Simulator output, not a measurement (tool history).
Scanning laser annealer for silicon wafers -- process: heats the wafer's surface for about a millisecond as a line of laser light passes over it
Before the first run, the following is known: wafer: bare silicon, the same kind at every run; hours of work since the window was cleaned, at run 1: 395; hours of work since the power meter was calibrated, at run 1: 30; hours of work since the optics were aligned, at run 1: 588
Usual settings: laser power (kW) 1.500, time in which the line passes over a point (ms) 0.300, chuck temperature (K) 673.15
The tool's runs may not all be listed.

run,day,laser power (kW),time in which the line passes over a point (ms),chuck temperature (K),hours of work since the window was cleaned,hours of work since the power meter was calibrated,hours of work since the optics were aligned,highest temperature of the surface (K)
1,0.000,1.500,0.300,673.15,395,30,588,1364.15
2,1.121,1.500,0.300,673.15,406,41,599,1363.15
3,2.550,1.500,0.300,673.15,420,55,613,1362.15
4,3.767,1.500,0.300,673.15,432,67,625,1362.15
# day 4.183: window over the wafer cleaned
5,4.621,1.500,0.311,673.15,4,75,633,1394.15
6,6.038,1.500,0.311,668.15,18,89,647,1388.15
7,7.467,1.500,0.311,668.15,32,103,661,1389.15
8,8.675,1.287,0.311,668.15,44,115,673,1285.15
9,9.746,1.500,0.366,673.15,55,126,684,1455.15
10,10.812,1.500,0.366,673.15,65,136,694,1457.15
11,11.533,1.500,0.366,673.15,73,143,701,1455.15
12,12.925,1.500,0.366,673.15,86,157,715,1455.15
13,13.938,1.500,0.300,673.15,96,167,725,1378.15
# day 14.146: laser's power meter calibrated
14,15.388,1.500,0.300,673.15,109,12,738,1376.15
15,16.975,1.500,0.300,673.15,125,28,754,1373.15
16,17.812,1.500,0.300,673.15,133,36,762,1376.15
# day 18.150: laser's power meter calibrated, once more
17,19.325,1.397,0.218,673.15,147,12,776,1224.15
18,20.700,1.397,0.218,673.15,161,25,789,1222.15
19,21.592,1.557,0.224,673.15,169,34,798,1295.15
20,22.304,1.557,0.224,673.15,177,41,805,1293.15
21,23.400,1.500,0.250,635.15,187,52,816,1269.15
22,24.088,1.500,0.250,635.15,194,59,823,1267.15
23,25.429,1.443,0.216,652.15,207,72,836,1216.15
24,26.788,1.443,0.216,652.15,221,85,849,1216.15
25,27.479,1.443,0.216,652.15,228,92,856,1215.15
26,28.204,1.443,0.216,652.15,235,99,863,1216.15
27,29.129,1.443,0.216,652.15,244,108,873,1211.15
28,30.146,1.443,0.216,652.15,254,118,883,1213.15
29,31.521,1.560,0.220,701.15,268,132,896,1316.15
30,32.717,1.303,0.220,663.15,279,144,908,1173.15

Selected run-to-run steps in highest temperature of the surface (K), each split into two signed amounts: the part the tool would show with no hidden state at all (from settings, incoming material and random variation), and the remainder, which goes to the hidden state together with any gauge scatter not common to the measured and the hidden-state-free results:
The tool's hidden condition here consists of: light that passes the window, % of a clean one's; laser's true power over the reading, %; width of the line over the set one, %; drift of the gauge itself on peak_c, C.
Run 4 -> 5: time in which the line passes over a point (ms) 0.300 -> 0.311, window over the wafer cleaned. highest temperature of the surface (K) +32.00: hidden state +20.00, all else +12.00.
Run 8 -> 9: laser power (kW) 1.287 -> 1.500, time in which the line passes over a point (ms) 0.311 -> 0.366, chuck temperature (K) 668.15 -> 673.15. highest temperature of the surface (K) +170.00: hidden state -1.00, all else +171.00.
Run 16 -> 17: laser power (kW) 1.500 -> 1.397, time in which the line passes over a point (ms) 0.300 -> 0.218, laser's power meter calibrated, once more. highest temperature of the surface (K) -152.00: hidden state +0.00, all else -152.00.
Run 22 -> 23: laser power (kW) 1.500 -> 1.443, time in which the line passes over a point (ms) 0.250 -> 0.216, chuck temperature (K) 635.15 -> 652.15. highest temperature of the surface (K) -51.00: hidden state +2.00, all else -53.00.
Run 28 -> 29: laser power (kW) 1.443 -> 1.560, time in which the line passes over a point (ms) 0.216 -> 0.220, chuck temperature (K) 652.15 -> 701.15. highest temperature of the surface (K) +103.00: hidden state -2.00, all else +105.00.
Run 29 -> 30: laser power (kW) 1.560 -> 1.303, chuck temperature (K) 701.15 -> 663.15. highest temperature of the surface (K) -143.00: hidden state +1.00, all else -144.00.
